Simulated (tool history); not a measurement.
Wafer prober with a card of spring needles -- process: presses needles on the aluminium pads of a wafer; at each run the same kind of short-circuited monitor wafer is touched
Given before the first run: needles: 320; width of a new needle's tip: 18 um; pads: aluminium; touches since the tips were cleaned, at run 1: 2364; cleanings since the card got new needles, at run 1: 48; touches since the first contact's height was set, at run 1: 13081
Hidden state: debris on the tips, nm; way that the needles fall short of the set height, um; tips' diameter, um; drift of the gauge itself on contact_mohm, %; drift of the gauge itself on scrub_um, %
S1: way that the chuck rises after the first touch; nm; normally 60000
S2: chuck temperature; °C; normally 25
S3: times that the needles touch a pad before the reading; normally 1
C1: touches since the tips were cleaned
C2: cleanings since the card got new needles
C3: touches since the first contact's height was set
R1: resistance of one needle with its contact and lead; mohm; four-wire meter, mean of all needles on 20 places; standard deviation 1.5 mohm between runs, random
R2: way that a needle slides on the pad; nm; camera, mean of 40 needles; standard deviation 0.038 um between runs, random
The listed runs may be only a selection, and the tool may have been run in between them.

Run 1, hour 0.0: usual settings; C1 2364; C2 48; C3 13081. Result: R1 141 mohm, R2 16000 nm.
At hour 4.2: tips cleaned on abrasive film.
At hour 14.0: tips cleaned on abrasive film.
At hour 24.0: tips cleaned on abrasive film.
At hour 33.2: tips cleaned on abrasive film.
Run 2, hour 33.2: usual settings; C1 0; C2 52; C3 28773. Result: R1 143 mohm, R2 15970 nm.
At hour 42.6: tips cleaned on abrasive film.
At hour 50.8: tips cleaned on abrasive film.
At hour 61.1: tips cleaned on abrasive film.
Run 3, hour 67.6: usual settings; C1 3102; C2 55; C3 45092. Result: R1 140 mohm, R2 16100 nm.
At hour 71.3: tips cleaned on abrasive film.
At hour 81.0: tips cleaned on abrasive film.
At hour 91.3: tips cleaned on abrasive film.
Run 4, hour 96.6: usual settings; C1 2525; C2 58; C3 58851. Result: R1 142 mohm, R2 16040 nm.
At hour 100.2: tips cleaned on abrasive film.
At hour 109.6: tips cleaned on abrasive film.
At hour 119.4: tips cleaned on abrasive film.
Run 5, hour 126.9: usual settings; C1 3599; C2 61; C3 73216. Result: R1 140 mohm, R2 16070 nm.
At hour 129.0: tips cleaned on abrasive film.
At hour 138.8: tips cleaned on abrasive film.
Run 6, hour 142.1: usual settings; C1 1578; C2 63; C3 80387. Result: R1 141 mohm, R2 16060 nm.
At hour 148.3: tips cleaned on abrasive film.
At hour 157.6: tips cleaned on abrasive film.
At hour 167.0: tips cleaned on abrasive film.
Run 7, hour 170.1: usual settings; C1 1504; C2 66; C3 93681. Result: R1 141 mohm, R2 16010 nm.
At hour 175.9: tips cleaned on abrasive film.
At hour 186.1: tips cleaned on abrasive film.
Run 8, hour 189.8: usual settings; C1 1738; C2 68; C3 102988. Result: R1 137 mohm, R2 16030 nm.
At hour 195.5: tips cleaned on abrasive film.
At hour 205.7: tips cleaned on abrasive film.
Run 9, hour 208.5: usual settings; C1 1303; C2 70; C3 111846. Result: R1 142 mohm, R2 16030 nm.
At hour 214.7: tips cleaned on abrasive film.
At hour 222.9: tips cleaned on abrasive film.
Run 10, hour 230.8: usual settings; C1 3776; C2 72; C3 122441. Result: R1 144 mohm, R2 16030 nm.
At hour 232.5: tips cleaned on abrasive film.
At hour 242.2: tips cleaned on abrasive film.
At hour 251.9: tips cleaned on abrasive film.
Run 11, hour 255.6: usual settings; C1 1809; C2 75; C3 134201. Result: R1 143 mohm, R2 16020 nm.
At hour 261.8: tips cleaned on abrasive film.
At hour 272.0: tips cleaned on abrasive film.
At hour 282.1: tips cleaned on abrasive film.
At hour 291.2: tips cleaned on abrasive film.
Run 12, hour 291.2: usual settings but S3 3; C1 0; C2 79; C3 151021. Result: R1 141 mohm, R2 16040 nm.
At hour 301.2: tips cleaned on abrasive film.
At hour 310.9: tips cleaned on abrasive film.
Run 13, hour 315.2: usual settings but S3 3; C1 2078; C2 81; C3 162433. Result: R1 141 mohm, R2 16050 nm.
At hour 321.1: tips cleaned on abrasive film.
At hour 330.9: tips cleaned on abrasive film.
At hour 340.8: tips cleaned on abrasive film.
Run 14, hour 348.0: usual settings; C1 3484; C2 84; C3 178013. Result: R1 139 mohm, R2 16000 nm.
At hour 350.2: tips cleaned on abrasive film.
At hour 359.7: tips cleaned on abrasive film.
At hour 369.0: tips cleaned on abrasive film.
Run 15, hour 369.0: usual settings but S1 78000 nm, S2 41 °C, S3 2; C1 0; C2 87; C3 187915. Result: R1 139 mohm, R2 20780 nm.
At hour 378.4: tips cleaned on abrasive film.
At hour 386.6: tips cleaned on abrasive film.
Run 16, hour 394.7: usual settings but S1 65000 nm, S2 30 °C; C1 3847; C2 89; C3 200100. Result: R1 142 mohm, R2 17430 nm.
At hour 396.7: tips cleaned on abrasive film.
At hour 406.3: tips cleaned on abrasive film.
At hour 416.2: tips cleaned on abrasive film.
At hour 421.7: height of the first contact set anew.
At hour 425.7: tips cleaned on abrasive film.
Run 17, hour 425.7: usual settings but S1 65000 nm, S2 30 °C; C1 0; C2 93; C3 1857. Result: R1 145 mohm, R2 17360 nm.
At hour 435.3: tips cleaned on abrasive film.
At hour 445.4: tips cleaned on abrasive film.
Run 18, hour 453.1: usual settings but S1 65000 nm, S2 30 °C; C1 3683; C2 95; C3 14860. Result: R1 143 mohm, R2 17340 nm.
At hour 455.1: tips cleaned on abrasive film.
At hour 465.2: tips cleaned on abrasive film.
Run 19, hour 472.3: usual settings but S1 74000 nm, S2 76 °C; C1 3414; C2 97; C3 23969. Result: R1 145 mohm, R2 19780 nm.
At hour 474.4: tips cleaned on abrasive film.
At hour 484.4: tips cleaned on abrasive film.
At hour 492.6: tips cleaned on abrasive film.
Run 20, hour 492.7: usual settings but S1 74000 nm, S2 76 °C; C1 43; C2 100; C3 33596. Result: R1 144 mohm, R2 19780 nm.
At hour 502.5: tips cleaned on abrasive film.
Run 21, hour 508.1: usual settings but S1 68000 nm, S2 28 °C, S3 3; C1 2654; C2 101; C3 40922. Result: R1 140 mohm, R2 18180 nm.
At hour 512.1: tips cleaned on abrasive film.
At hour 521.7: tips cleaned on abrasive film.
Run 22, hour 525.1: usual settings but S1 68000 nm, S2 28 °C, S3 3; C1 1641; C2 103; C3 48988. Result: R1 141 mohm, R2 18210 nm.
At hour 530.4: tips cleaned on abrasive film.
At hour 539.9: tips cleaned on abrasive film.
Run 23, hour 543.0: usual settings but S1 68000 nm, S2 28 °C, S3 3; C1 1478; C2 105; C3 57453. Result: R1 138 mohm, R2 18210 nm.
At hour 548.8: tips cleaned on abrasive film.
At hour 558.0: tips cleaned on abrasive film.
At hour 566.7: tips cleaned on abrasive film.
Run 24, hour 566.7: usual settings but S1 68000 nm, S2 28 °C, S3 3; C1 0; C2 108; C3 68642. Result: R1 138 mohm, R2 18190 nm.
At hour 576.4: tips cleaned on abrasive film.
At hour 586.6: tips cleaned on abrasive film.
Run 25, hour 587.8: usual settings but S1 42000 nm, S2 118 °C; C1 552; C2 110; C3 78657. Result: R1 166 mohm, R2 11230 nm.
At hour 595.7: tips cleaned on abrasive film.
At hour 604.9: tips cleaned on abrasive film.
At hour 613.2: tips cleaned on abrasive film.
At hour 623.0: tips cleaned on abrasive film.
Run 26, hour 623.5: usual settings but S1 42000 nm, S2 118 °C; C1 222; C2 114; C3 95559. Result: R1 172 mohm, R2 11240 nm.
At hour 631.7: tips cleaned on abrasive film.
At hour 641.7: tips cleaned on abrasive film.
Run 27, hour 648.1: usual settings but S1 52000 nm, S2 103 °C, S3 2; C1 3057; C2 116; C3 107263. Result: R1 156 mohm, R2 13860 nm.

Consider 3 possible next runs. They are alternatives, not a sequence: every one starts from the tool as it was left by run 27. What does each give?
At hour 651.4: tips cleaned on abrasive film.
At hour 661.0: tips cleaned on abrasive film.
At hour 671.2: tips cleaned on abrasive film.
At hour 681.0: tips cleaned on abrasive film.
Run A, hour 681.9: usual settings but S1 49000 nm, S2 46 °C, S3 3; C1 415; C2 120; C3 123226. Result: R1 ?, R2 ?.
At hour 651.4: tips cleaned on abrasive film.
At hour 661.0: tips cleaned on abrasive film.
At hour 671.2: tips cleaned on abrasive film.
At hour 681.0: tips cleaned on abrasive film.
Run B, hour 681.9: usual settings but S1 54000 nm; C1 415; C2 120; C3 123226. Result: R1 ?, R2 ?.
At hour 651.4: tips cleaned on abrasive film.
At hour 661.0: tips cleaned on abrasive film.
At hour 671.2: tips cleaned on abrasive film.
At hour 681.0: tips cleaned on abrasive film.
Run C, hour 681.9: usual settings but S1 52000 nm, S2 37 °C; C1 415; C2 120; C3 123226. Result: R1 ?, R2 ?.

run   R1     R2
  A  147  13090
  B  145  14410
  C  147  13880
The same runs, with their run-to-run variation unchanged, on a tool lacking any hidden condition would have given:
run   R1     R2
  A  147  13090
  B  145  14410
  C  147  13880
